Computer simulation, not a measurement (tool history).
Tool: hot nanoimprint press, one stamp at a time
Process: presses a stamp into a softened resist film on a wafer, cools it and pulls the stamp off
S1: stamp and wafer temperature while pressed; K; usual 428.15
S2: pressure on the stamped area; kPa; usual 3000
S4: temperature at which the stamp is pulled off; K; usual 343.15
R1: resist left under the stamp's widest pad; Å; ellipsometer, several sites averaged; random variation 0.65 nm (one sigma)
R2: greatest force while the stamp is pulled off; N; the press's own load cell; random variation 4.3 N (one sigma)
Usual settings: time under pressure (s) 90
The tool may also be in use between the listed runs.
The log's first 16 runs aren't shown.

run 17 day=9.217 | S1=431.15 S2=3290 time_under_pressure_(s)=139 S4=330.15 | R1=1017 R2=277
run 18 day=10.038 | S1=438.15 S2=3000 time_under_pressure_(s)=90 S4=343.15 | R1=915 R2=210
run 19 day=10.746 | S1=429.15 S2=3850 time_under_pressure_(s)=132 S4=335.15 | R1=1064 R2=246
run 20 day=11.567 | S1=417.15 S2=2340 time_under_pressure_(s)=54 S4=343.15 | R1=3067 R2=210
-- day=11.608 gauge calibrated
run 21 day=11.925 | S1=428.15 S2=3000 time_under_pressure_(s)=95 S4=343.15 | R1=1488 R2=217
run 22 day=12.646 | S1=428.15 S2=3000 time_under_pressure_(s)=95 S4=343.15 | R1=1489 R2=221
run 23 day=13.025 | S1=428.15 S2=4570 time_under_pressure_(s)=83 S4=343.15 | R1=1268 R2=214
run 24 day=13.383 | S1=428.15 S2=4570 time_under_pressure_(s)=83 S4=343.15 | R1=1271 R2=207
run 25 day=14.112 | S1=428.15 S2=4570 time_under_pressure_(s)=83 S4=343.15 | R1=1270 R2=212
run 26 day=14.6 | S1=428.15 S2=4570 time_under_pressure_(s)=83 S4=343.15 | R1=1265 R2=205
run 27 day=15.412 | S1=435.15 S2=3000 time_under_pressure_(s)=90 S4=331.15 | R1=1075 R2=276
run 28 day=16.2 | S1=419.15 S2=2840 time_under_pressure_(s)=56 S4=339.15 | R1=2743 R2=236
run 29 day=16.583 | S1=419.15 S2=2840 time_under_pressure_(s)=56 S4=339.15 | R1=2738 R2=232
run 30 day=17.042 | S1=428.15 S2=3000 time_under_pressure_(s)=70 S4=335.15 | R1=1660 R2=254

Forecast each of these 4 alternatives for the next run:
run A day=17.55 | S1=420.15 S2=2910 time_under_pressure_(s)=166 S4=335.15 | R1=? R2=?
run B day=17.55 | S1=428.15 S2=2740 time_under_pressure_(s)=85 S4=333.15 | R1=? R2=?
run C day=17.55 | S1=428.15 S2=1930 time_under_pressure_(s)=70 S4=336.15 | R1=? R2=?
run D day=17.55 | S1=428.15 S2=3000 time_under_pressure_(s)=90 S4=330.15 | R1=? R2=?

run=A R1=1850 R2=249
run=B R1=1610 R2=275
run=C R1=2032 R2=252
run=D R1=1506 R2=283
Without the tool's hidden state the same runs would have given:
run=A R1=1874 R2=248
run=B R1=1631 R2=273
run=C R1=2058 R2=250
run=D R1=1525 R2=281

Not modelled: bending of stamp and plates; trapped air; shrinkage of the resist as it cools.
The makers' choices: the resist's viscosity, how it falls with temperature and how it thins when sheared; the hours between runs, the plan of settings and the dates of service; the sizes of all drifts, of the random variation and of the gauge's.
